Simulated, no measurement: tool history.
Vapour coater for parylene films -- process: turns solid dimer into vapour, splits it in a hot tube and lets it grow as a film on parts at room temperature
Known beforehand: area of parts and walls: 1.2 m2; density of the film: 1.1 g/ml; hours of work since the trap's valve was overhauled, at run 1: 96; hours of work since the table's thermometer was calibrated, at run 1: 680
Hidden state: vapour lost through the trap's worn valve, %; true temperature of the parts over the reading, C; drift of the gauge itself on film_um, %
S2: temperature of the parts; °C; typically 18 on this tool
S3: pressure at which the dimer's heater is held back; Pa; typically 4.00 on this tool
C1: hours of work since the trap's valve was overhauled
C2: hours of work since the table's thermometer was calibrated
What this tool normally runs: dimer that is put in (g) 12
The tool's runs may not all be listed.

Run 1, hour 0.0: usual settings; C1 96; C2 680. Result: thickness of the film (um) 4.63.
Run 2, hour 20.6: usual settings; C1 112; C2 696. Result: thickness of the film (um) 4.75.
Run 3, hour 37.7: usual settings; C1 126; C2 709. Result: thickness of the film (um) 4.62.
Run 4, hour 48.8: usual settings; C1 134; C2 718. Result: thickness of the film (um) 4.66.
Run 5, hour 70.6: usual settings; C1 151; C2 734. Result: thickness of the film (um) 4.66.
Run 6, hour 91.5: usual settings but dimer that is put in (g) 7; C1 167; C2 751. Result: thickness of the film (um) 2.67.
Run 7, hour 105.1: usual settings but dimer that is put in (g) 10; C1 178; C2 761. Result: thickness of the film (um) 3.76.
Run 8, hour 127.4: usual settings but dimer that is put in (g) 10; C1 195; C2 779. Result: thickness of the film (um) 3.83.
Run 9, hour 149.7: usual settings but dimer that is put in (g) 10; C1 213; C2 796. Result: thickness of the film (um) 3.81.
Run 10, hour 165.4: usual settings; C1 225; C2 808. Result: thickness of the film (um) 4.57.
Run 11, hour 186.6: usual settings but S3 2.89 Pa; C1 241; C2 825. Result: thickness of the film (um) 4.97.
Run 12, hour 209.2: usual settings but S3 2.89 Pa; C1 259; C2 842. Result: thickness of the film (um) 4.84.
Run 13, hour 220.9: usual settings but S3 2.89 Pa; C1 268; C2 851. Result: thickness of the film (um) 4.87.
Run 14, hour 234.4: usual settings but S3 2.89 Pa; C1 279; C2 862. Result: thickness of the film (um) 4.89.
Run 15, hour 256.3: usual settings; C1 296; C2 879. Result: thickness of the film (um) 4.44.
Run 16, hour 276.6: usual settings; C1 311; C2 895. Result: thickness of the film (um) 4.49.
Run 17, hour 287.8: usual settings; C1 320; C2 903. Result: thickness of the film (um) 4.46.
Run 18, hour 302.2: usual settings; C1 331; C2 915. Result: thickness of the film (um) 4.38.
Run 19, hour 324.1: usual settings but dimer that is put in (g) 13; C1 348; C2 932. Result: thickness of the film (um) 4.77.
Run 20, hour 346.3: usual settings but dimer that is put in (g) 13; C1 366; C2 949. Result: thickness of the film (um) 4.82.
Run 21, hour 363.8: usual settings but dimer that is put in (g) 7, S2 21 °C, S3 3.75 Pa; C1 379; C2 963. Result: thickness of the film (um) 2.46.
At hour 372.9: trap's valve overhauled.
Run 22, hour 390.1: usual settings but dimer that is put in (g) 7, S2 17 °C, S3 7.01 Pa; C1 13; C2 980. Result: thickness of the film (um) 2.48.
Run 23, hour 404.3: usual settings but dimer that is put in (g) 11, S2 12 °C, S3 11.52 Pa; C1 24; C2 991. Result: thickness of the film (um) 3.70.
Run 24, hour 423.6: usual settings but dimer that is put in (g) 17, S2 21 °C; C1 39; C2 1006. Result: thickness of the film (um) 6.43.
Run 25, hour 442.7: usual settings but dimer that is put in (g) 17, S2 21 °C, S3 4.67 Pa; C1 54; C2 1021. Result: thickness of the film (um) 6.20.
Run 26, hour 454.0: usual settings but S2 25 °C; C1 63; C2 1030. Result: thickness of the film (um) 4.21.
Run 27, hour 477.1: usual settings but dimer that is put in (g) 5, S2 26 °C, S3 3.86 Pa; C1 81; C2 1048. Result: thickness of the film (um) 1.79.
Run 28, hour 497.2: usual settings but S3 4.35 Pa; C1 97; C2 1063. Result: thickness of the film (um) 4.53.
Run 29, hour 512.3: usual settings but dimer that is put in (g) 13, S2 26 °C, S3 5.54 Pa; C1 108; C2 1075. Result: thickness of the film (um) 4.08.
Run 30, hour 523.2: usual settings but dimer that is put in (g) 13, S2 26 °C, S3 11.17 Pa; C1 117; C2 1083. Result: thickness of the film (um) 3.48.
Run 31, hour 538.5: usual settings but dimer that is put in (g) 13, S2 26 °C, S3 11.17 Pa; C1 129; C2 1095. Result: thickness of the film (um) 3.37.
Run 32, hour 558.2: usual settings but dimer that is put in (g) 6, S2 15 °C; C1 144; C2 1111. Result: thickness of the film (um) 2.39.
Run 33, hour 572.4: usual settings but dimer that is put in (g) 11, S2 11 °C, S3 2.73 Pa; C1 155; C2 1122. Result: thickness of the film (um) 5.11.

Below are 4 alternative next runs, each starting from the tool's condition after run 33. Predict each:
Run A, hour 587.1: usual settings but S2 12 °C; C1 167; C2 1133. Result: thickness of the film (um) ?.
Run B, hour 587.1: usual settings but dimer that is put in (g) 9, S3 3.94 Pa; C1 167; C2 1133. Result: thickness of the film (um) ?.
Run C, hour 587.1: usual settings but dimer that is put in (g) 10, S2 25 °C, S3 5.77 Pa; C1 167; C2 1133. Result: thickness of the film (um) ?.
Run D, hour 587.1: usual settings but dimer that is put in (g) 5, S2 11 °C, S3 4.03 Pa; C1 167; C2 1133. Result: thickness of the film (um) ?.

run  thickness of the film (um)
  A                        5.05
  B                        3.49
  C                        3.20
  D                        2.14
Without the tool's unlogged condition, the same runs would have read:
run  thickness of the film (um)
  A                        5.32
  B                        3.68
  C                        3.36
  D                        2.25
